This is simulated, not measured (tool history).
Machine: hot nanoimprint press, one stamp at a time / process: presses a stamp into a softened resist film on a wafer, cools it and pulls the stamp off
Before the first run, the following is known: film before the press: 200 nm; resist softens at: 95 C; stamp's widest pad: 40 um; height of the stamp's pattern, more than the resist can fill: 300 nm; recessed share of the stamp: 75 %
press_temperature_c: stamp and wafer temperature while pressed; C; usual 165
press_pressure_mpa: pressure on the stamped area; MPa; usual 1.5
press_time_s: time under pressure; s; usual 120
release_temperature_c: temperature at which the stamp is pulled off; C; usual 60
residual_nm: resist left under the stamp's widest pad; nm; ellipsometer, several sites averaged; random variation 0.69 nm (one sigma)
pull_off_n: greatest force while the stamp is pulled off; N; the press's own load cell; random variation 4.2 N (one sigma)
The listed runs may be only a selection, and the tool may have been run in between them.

Run 1, day 0: usual settings. Result: residual_nm 81.2 nm, pull_off_n 218 N.
Run 2, day 3.154: usual settings. Result: residual_nm 81.9 nm, pull_off_n 254 N.
At day 5.6: stamp cleaned and given a new release coat.
Run 3, day 6.988: usual settings. Result: residual_nm 83.4 nm, pull_off_n 210 N.
Run 4, day 10.646: usual settings but press_temperature_c 166 C. Result: residual_nm 80.3 nm, pull_off_n 242 N.
At day 14: stamp cleaned and given a new release coat.
Run 5, day 14.796: usual settings but press_temperature_c 157 C. Result: residual_nm 115.7 nm, pull_off_n 211 N.
Run 6, day 16.954: usual settings but press_temperature_c 157 C. Result: residual_nm 115.1 nm, pull_off_n 229 N.
At day 20.475: press's hydraulic seals changed and the load cell set to zero.
Run 7, day 20.733: usual settings but press_temperature_c 153 C. Result: residual_nm 128.2 nm, pull_off_n 262 N.
At day 22.675: stamp cleaned and given a new release coat.
Run 8, day 24.162: usual settings but press_temperature_c 173 C. Result: residual_nm 60.3 nm, pull_off_n 215 N.
At day 26.379: plate thermocouple calibrated.
Run 9, day 28.458: usual settings but press_time_s 114 s. Result: residual_nm 85.9 nm, pull_off_n 250 N.
At day 31.171: stamp cleaned and given a new release coat.
Run 10, day 31.883: usual settings but press_time_s 116 s. Result: residual_nm 84.8 nm, pull_off_n 209 N.
Run 11, day 35.958: usual settings. Result: residual_nm 84.2 nm, pull_off_n 240 N.
Run 12, day 38.262: usual settings. Result: residual_nm 85 nm, pull_off_n 262 N.
At day 39.442: stamp cleaned and given a new release coat.
Run 13, day 41.517: usual settings. Result: residual_nm 85.3 nm, pull_off_n 226 N.
At day 44.046: plate thermocouple calibrated, once more.
Run 14, day 45.642: usual settings. Result: residual_nm 80.5 nm, pull_off_n 243 N.
At day 48.038: stamp cleaned and given a new release coat.
Run 15, day 48.038: usual settings but press_pressure_mpa 1.15 MPa. Result: residual_nm 91.8 nm, pull_off_n 198 N.
Run 16, day 49.829: usual settings but press_temperature_c 175 C, press_pressure_mpa 1.15 MPa, press_time_s 125 s. Result: residual_nm 60.5 nm, pull_off_n 216 N.
Run 17, day 53.575: usual settings but press_temperature_c 175 C, press_pressure_mpa 1.15 MPa, press_time_s 125 s. Result: residual_nm 61.7 nm, pull_off_n 245 N.
Run 18, day 55.767: usual settings but press_temperature_c 175 C, press_pressure_mpa 1.15 MPa, press_time_s 125 s. Result: residual_nm 63.1 nm, pull_off_n 270 N.
At day 56.333: stamp cleaned and given a new release coat.
Run 19, day 59.362: usual settings but press_temperature_c 175 C, press_pressure_mpa 1.15 MPa, press_time_s 125 s. Result: residual_nm 61.9 nm, pull_off_n 216 N.
Run 20, day 63: usual settings but press_temperature_c 159 C, press_pressure_mpa 0.94 MPa, press_time_s 70 s, release_temperature_c 65 C. Result: residual_nm 145.3 nm, pull_off_n 222 N.
At day 64.796: stamp cleaned and given a new release coat.
Run 21, day 67.142: usual settings but press_pressure_mpa 1.79 MPa, press_time_s 171 s, release_temperature_c 48 C. Result: residual_nm 67.3 nm, pull_off_n 268 N.
Run 22, day 70.875: usual settings but press_pressure_mpa 1.73 MPa, press_time_s 149 s, release_temperature_c 65 C. Result: residual_nm 73.4 nm, pull_off_n 230 N.
At day 73.15: stamp cleaned and given a new release coat.
Run 23, day 74.658: usual settings but press_pressure_mpa 1.73 MPa, press_time_s 149 s, release_temperature_c 65 C. Result: residual_nm 71.9 nm, pull_off_n 197 N.
At day 75.425: plate thermocouple calibrated.
Run 24, day 78.604: usual settings but press_pressure_mpa 0.91 MPa, press_time_s 106 s. Result: residual_nm 106.7 nm, pull_off_n 235 N.
At day 81.579: stamp cleaned and given a new release coat.
Run 25, day 81.7: usual settings but press_pressure_mpa 0.96 MPa, press_time_s 71 s, release_temperature_c 53 C. Result: residual_nm 118.8 nm, pull_off_n 238 N.
Run 26, day 84.617: usual settings but press_temperature_c 172 C, press_time_s 146 s, release_temperature_c 48 C. Result: residual_nm 58 nm, pull_off_n 280 N.
Run 27, day 86.467: usual settings but press_temperature_c 175 C. Result: residual_nm 56.3 nm, pull_off_n 239 N.
At day 89.912: stamp cleaned and given a new release coat.
Run 28, day 90.338: usual settings but press_temperature_c 159 C, press_pressure_mpa 0.97 MPa, release_temperature_c 47 C. Result: residual_nm 122.1 nm, pull_off_n 259 N.

Here are 4 independent what-if runs from the current tool condition. What would each one return?
Run A, day 93.562: usual settings but press_temperature_c 159 C, press_pressure_mpa 1.27 MPa, release_temperature_c 47 C. Result: residual_nm ?, pull_off_n ?.
Run B, day 93.562: usual settings but press_temperature_c 171 C, press_time_s 209 s. Result: residual_nm ?, pull_off_n ?.
Run C, day 93.562: usual settings but press_temperature_c 162 C, press_pressure_mpa 0.97 MPa, release_temperature_c 47 C. Result: residual_nm ?, pull_off_n ?.
Run D, day 93.562: usual settings but press_temperature_c 174 C, press_pressure_mpa 1.73 MPa, press_time_s 100 s. Result: residual_nm ?, pull_off_n ?.

run  residual_nm  pull_off_n
  A        113.7         297
  B         52.8         228
  C        111.9         296
  D         59.1         229
Without the tool's hidden state the same runs would have given:
run  residual_nm  pull_off_n
  A        109.3         260
  B         49.9         199
  C        108.2         259
  D         55.7         200
